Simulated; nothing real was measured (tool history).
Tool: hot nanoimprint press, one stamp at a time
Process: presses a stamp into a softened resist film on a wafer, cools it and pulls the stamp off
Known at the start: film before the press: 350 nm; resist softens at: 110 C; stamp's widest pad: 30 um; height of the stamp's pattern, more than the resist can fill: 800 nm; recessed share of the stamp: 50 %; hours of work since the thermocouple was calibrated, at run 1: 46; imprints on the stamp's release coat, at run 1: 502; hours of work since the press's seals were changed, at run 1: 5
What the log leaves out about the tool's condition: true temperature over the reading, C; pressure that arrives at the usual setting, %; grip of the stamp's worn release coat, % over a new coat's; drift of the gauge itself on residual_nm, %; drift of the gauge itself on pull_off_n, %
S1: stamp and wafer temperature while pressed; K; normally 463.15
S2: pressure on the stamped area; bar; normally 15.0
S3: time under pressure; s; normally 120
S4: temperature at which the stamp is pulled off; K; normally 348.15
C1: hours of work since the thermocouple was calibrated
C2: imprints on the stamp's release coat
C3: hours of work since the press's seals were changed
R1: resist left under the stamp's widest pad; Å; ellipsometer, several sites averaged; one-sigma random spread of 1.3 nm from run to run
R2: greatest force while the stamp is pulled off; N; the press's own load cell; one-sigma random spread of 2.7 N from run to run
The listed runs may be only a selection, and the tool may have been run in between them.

| run | day | S1 | S2 | S3 | S4 | C1 | C2 | C3 | R1 | R2 |
|---|---|---|---|---|---|---|---|---|---|---|
| 1 | 0.000 | 463.15 | 15.0 | 120 | 348.15 | 46 | 502 | 5 | 1958 | 147 |
| 2 | 0.625 | 463.15 | 15.0 | 120 | 348.15 | 56 | 545 | 15 | 1970 | 149 |
| 3 | 1.133 | 463.15 | 15.0 | 120 | 348.15 | 64 | 580 | 23 | 1969 | 147 |
| 4 | 1.583 | 463.15 | 15.0 | 120 | 348.15 | 71 | 611 | 30 | 1967 | 148 |
| 5 | 2.096 | 463.15 | 15.0 | 120 | 348.15 | 80 | 646 | 39 | 1965 | 148 |
| 6 | 2.767 | 463.15 | 15.0 | 120 | 348.15 | 90 | 692 | 49 | 1948 | 149 |
| 7 | 3.338 | 463.15 | 15.0 | 120 | 348.15 | 100 | 731 | 59 | 1967 | 148 |
| 8 | 3.938 | 463.15 | 15.0 | 120 | 348.15 | 109 | 772 | 68 | 1966 | 143 |
| 9 | 4.300 | 474.15 | 15.0 | 120 | 348.15 | 115 | 797 | 74 | 1312 | 148 |
|  | 4.992 | stamp cleaned and given a new release coat |
| 10 | 5.096 | 474.15 | 15.0 | 120 | 348.15 | 124 | 7 | 83 | 1290 | 146 |
| 11 | 5.625 | 474.15 | 15.0 | 120 | 348.15 | 132 | 43 | 91 | 1311 | 138 |
| 12 | 6.008 | 474.15 | 15.0 | 120 | 348.15 | 139 | 70 | 97 | 1291 | 148 |
| 13 | 6.704 | 474.15 | 15.0 | 120 | 348.15 | 150 | 117 | 109 | 1306 | 150 |
| 14 | 7.112 | 474.15 | 15.0 | 120 | 348.15 | 156 | 145 | 115 | 1307 | 142 |
| 15 | 7.900 | 474.15 | 15.0 | 120 | 348.15 | 169 | 199 | 128 | 1291 | 148 |
| 16 | 8.583 | 462.15 | 11.7 | 70 | 337.15 | 180 | 246 | 139 | 2604 | 181 |
| 17 | 9.279 | 460.15 | 15.0 | 195 | 348.15 | 191 | 294 | 150 | 1863 | 147 |
| 18 | 9.833 | 466.15 | 19.9 | 120 | 348.15 | 200 | 332 | 159 | 1482 | 147 |
| 19 | 10.529 | 466.15 | 15.0 | 120 | 340.15 | 211 | 380 | 170 | 1749 | 171 |
| 20 | 11.167 | 463.15 | 11.8 | 120 | 348.15 | 221 | 423 | 180 | 2165 | 148 |
| 21 | 11.629 | 463.15 | 11.8 | 120 | 348.15 | 229 | 455 | 188 | 2172 | 149 |
| 22 | 12.117 | 463.15 | 11.8 | 120 | 348.15 | 237 | 488 | 196 | 2197 | 148 |
| 23 | 12.600 | 463.15 | 11.8 | 120 | 348.15 | 244 | 521 | 203 | 2197 | 141 |
| 24 | 13.383 | 463.15 | 11.8 | 120 | 348.15 | 257 | 575 | 216 | 2180 | 149 |
| 25 | 14.029 | 453.15 | 9.4 | 64 | 348.15 | 267 | 619 | 226 | 3210 | 152 |
| 26 | 14.554 | 463.15 | 15.0 | 73 | 348.15 | 276 | 655 | 235 | 2270 | 144 |
| 27 | 15.425 | 463.15 | 13.9 | 154 | 348.15 | 290 | 715 | 249 | 1886 | 146 |
| 28 | 16.083 | 458.15 | 15.0 | 120 | 348.15 | 300 | 760 | 259 | 2325 | 147 |
| 29 | 16.783 | 458.15 | 15.0 | 120 | 348.15 | 312 | 808 | 271 | 2315 | 150 |

Each row is a separate what-if for the run after 29, all from the same tool condition, not one after another. Results?
|  | 17.358 | stamp cleaned and given a new release coat |
| A | 17.896 | 458.15 | 15.0 | 120 | 352.15 | 325 | 37 | 284 | ? | ? |
|  | 17.358 | stamp cleaned and given a new release coat |
| B | 17.896 | 455.15 | 15.0 | 120 | 348.15 | 325 | 37 | 284 | ? | ? |
|  | 17.358 | stamp cleaned and given a new release coat |
| C | 17.896 | 463.15 | 13.3 | 69 | 348.15 | 325 | 37 | 284 | ? | ? |

| run | R1 | R2 |
|---|---|---|
| A | 2303 | 132 |
| B | 2568 | 142 |
| C | 2401 | 147 |
With the hidden condition removed and each run's random variation left untouched, the same runs would have given:
| run | R1 | R2 |
|---|---|---|
| A | 2299 | 132 |
| B | 2565 | 142 |
| C | 2397 | 147 |

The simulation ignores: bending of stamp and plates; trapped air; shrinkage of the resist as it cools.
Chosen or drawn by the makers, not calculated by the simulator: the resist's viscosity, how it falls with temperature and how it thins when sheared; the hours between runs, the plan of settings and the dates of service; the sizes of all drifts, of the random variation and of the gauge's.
